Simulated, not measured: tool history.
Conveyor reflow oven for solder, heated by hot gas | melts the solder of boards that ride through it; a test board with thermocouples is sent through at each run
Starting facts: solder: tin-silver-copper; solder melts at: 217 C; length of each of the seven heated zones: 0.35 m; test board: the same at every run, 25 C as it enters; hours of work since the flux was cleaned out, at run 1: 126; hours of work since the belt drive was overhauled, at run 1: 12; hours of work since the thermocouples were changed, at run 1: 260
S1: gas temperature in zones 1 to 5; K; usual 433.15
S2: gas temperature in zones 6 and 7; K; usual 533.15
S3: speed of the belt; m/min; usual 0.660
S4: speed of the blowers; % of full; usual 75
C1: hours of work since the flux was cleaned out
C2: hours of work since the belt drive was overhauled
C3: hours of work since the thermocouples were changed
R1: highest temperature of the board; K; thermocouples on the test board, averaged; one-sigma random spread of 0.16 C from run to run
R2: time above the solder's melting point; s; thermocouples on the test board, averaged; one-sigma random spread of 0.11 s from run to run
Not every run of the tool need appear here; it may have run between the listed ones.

Run 1, hour 0.0: usual settings; C1 126; C2 12; C3 260. Result: R1 519.35 K, R2 40.9 s.
Run 2, hour 21.9: usual settings; C1 140; C2 26; C3 274. Result: R1 519.15 K, R2 40.6 s.
Run 3, hour 37.9: usual settings but S1 448.15 K; C1 150; C2 36; C3 284. Result: R1 521.25 K, R2 46.3 s.
At hour 60.9: flux residue cleaned out of gas plates and filters.
Run 4, hour 71.4: usual settings; C1 7; C2 54; C3 302. Result: R1 519.95 K, R2 41.7 s.
Run 5, hour 85.1: usual settings but S4 64 % of full; C1 15; C2 62; C3 310. Result: R1 517.95 K, R2 39.6 s.
Run 6, hour 115.0: usual settings but S4 64 % of full; C1 34; C2 81; C3 329. Result: R1 517.75 K, R2 39.4 s.
Run 7, hour 130.7: usual settings but S4 64 % of full; C1 44; C2 91; C3 339. Result: R1 517.65 K, R2 39.5 s.
Run 8, hour 150.6: usual settings but S4 64 % of full; C1 56; C2 103; C3 351. Result: R1 517.45 K, R2 39.4 s.
Run 9, hour 173.2: usual settings; C1 70; C2 117; C3 366. Result: R1 519.45 K, R2 41.4 s.
At hour 179.6: belt drive overhauled, speed set with a stopwatch.
Run 10, hour 204.5: usual settings; C1 87; C2 16; C3 383. Result: R1 519.25 K, R2 41.2 s.
Run 11, hour 224.9: usual settings; C1 100; C2 28; C3 395. Result: R1 519.25 K, R2 41.0 s.
At hour 242.7: belt drive overhauled, speed set with a stopwatch, once more.
Run 12, hour 250.6: usual settings; C1 114; C2 5; C3 409. Result: R1 519.15 K, R2 40.8 s.
Run 13, hour 265.9: usual settings; C1 123; C2 15; C3 419. Result: R1 519.05 K, R2 40.8 s.
Run 14, hour 292.4: usual settings but S4 74 % of full; C1 140; C2 31; C3 435. Result: R1 518.65 K, R2 40.6 s.
Run 15, hour 306.6: usual settings; C1 149; C2 40; C3 444. Result: R1 518.85 K, R2 40.8 s.
At hour 329.3: flux residue cleaned out of gas plates and filters.
Run 16, hour 334.8: usual settings but S3 0.658 m/min, S4 85 % of full; C1 3; C2 55; C3 459. Result: R1 521.65 K, R2 43.2 s.
Run 17, hour 350.6: usual settings but S1 427.15 K, S3 0.591 m/min, S4 56 % of full; C1 13; C2 64; C3 468. Result: R1 518.35 K, R2 43.8 s.
Run 18, hour 370.5: usual settings but S1 427.15 K, S3 0.591 m/min, S4 56 % of full; C1 26; C2 77; C3 481. Result: R1 518.45 K, R2 43.8 s.
Run 19, hour 392.0: usual settings but S1 427.15 K, S3 0.591 m/min, S4 56 % of full; C1 39; C2 90; C3 494. Result: R1 518.35 K, R2 43.6 s.
Run 20, hour 414.3: usual settings but S1 448.15 K, S2 526.15 K, S3 0.631 m/min, S4 54 % of full; C1 53; C2 104; C3 508. Result: R1 513.05 K, R2 41.7 s.
Run 21, hour 440.4: usual settings but S1 421.15 K, S2 530.15 K, S3 0.599 m/min, S4 84 % of full; C1 70; C2 121; C3 525. Result: R1 519.15 K, R2 44.0 s.
Run 22, hour 460.4: usual settings but S1 421.15 K, S2 545.15 K, S3 0.609 m/min, S4 57 % of full; C1 82; C2 133; C3 537. Result: R1 527.75 K, R2 46.6 s.
Run 23, hour 480.2: usual settings but S1 444.15 K, S2 531.15 K, S3 0.615 m/min, S4 50 % of full; C1 94; C2 145; C3 550. Result: R1 516.35 K, R2 44.0 s.
Run 24, hour 494.5: usual settings but S1 444.15 K, S2 531.15 K, S3 0.615 m/min, S4 50 % of full; C1 103; C2 154; C3 558. Result: R1 516.35 K, R2 43.9 s.
Run 25, hour 513.8: usual settings but S1 443.15 K, S3 0.700 m/min; C1 115; C2 167; C3 571. Result: R1 518.55 K, R2 40.7 s.
Run 26, hour 537.3: usual settings but S1 435.15 K, S2 523.15 K, S3 0.721 m/min, S4 53 % of full; C1 130; C2 181; C3 585. Result: R1 503.55 K, R2 22.1 s.
Run 27, hour 565.3: usual settings but S1 423.15 K, S3 0.567 m/min, S4 79 % of full; C1 148; C2 199; C3 603. Result: R1 522.35 K, R2 49.5 s.
At hour 590.3: flux residue cleaned out of gas plates and filters.
Run 28, hour 599.2: usual settings but S1 421.15 K, S2 524.15 K, S3 0.748 m/min; C1 6; C2 217; C3 621. Result: R1 505.85 K, R2 22.8 s.
Run 29, hour 628.4: usual settings but S1 421.15 K, S2 524.15 K, S3 0.748 m/min; C1 24; C2 235; C3 639. Result: R1 506.15 K, R2 22.8 s.
Run 30, hour 655.4: usual settings but S1 421.15 K, S2 537.15 K, S3 0.748 m/min, S4 63 % of full; C1 41; C2 252; C3 656. Result: R1 514.15 K, R2 29.0 s.

Below are 4 alternative next runs, each starting from the tool's condition after run 30. Predict each:
Run A, hour 678.4: usual settings but S2 523.15 K; C1 55; C2 266; C3 670. Result: R1 ?, R2 ?.
Run B, hour 678.4: usual settings but S1 434.15 K, S2 527.15 K, S4 80 % of full; C1 55; C2 266; C3 670. Result: R1 ?, R2 ?.
Run C, hour 678.4: usual settings but S1 423.15 K, S3 0.582 m/min, S4 66 % of full; C1 55; C2 266; C3 670. Result: R1 ?, R2 ?.
Run D, hour 678.4: usual settings but S2 538.15 K, S3 0.626 m/min, S4 81 % of full; C1 55; C2 266; C3 670. Result: R1 ?, R2 ?.

run      R1    R2
  A  510.55  34.6
  B  514.65  38.7
  C  520.05  45.7
  D  526.25  48.6
Take away the tool's hidden state, keep each run's random variation, and the runs would have read:
run      R1    R2
  A  511.55  35.4
  B  515.65  39.4
  C  521.05  46.2
  D  527.25  49.0
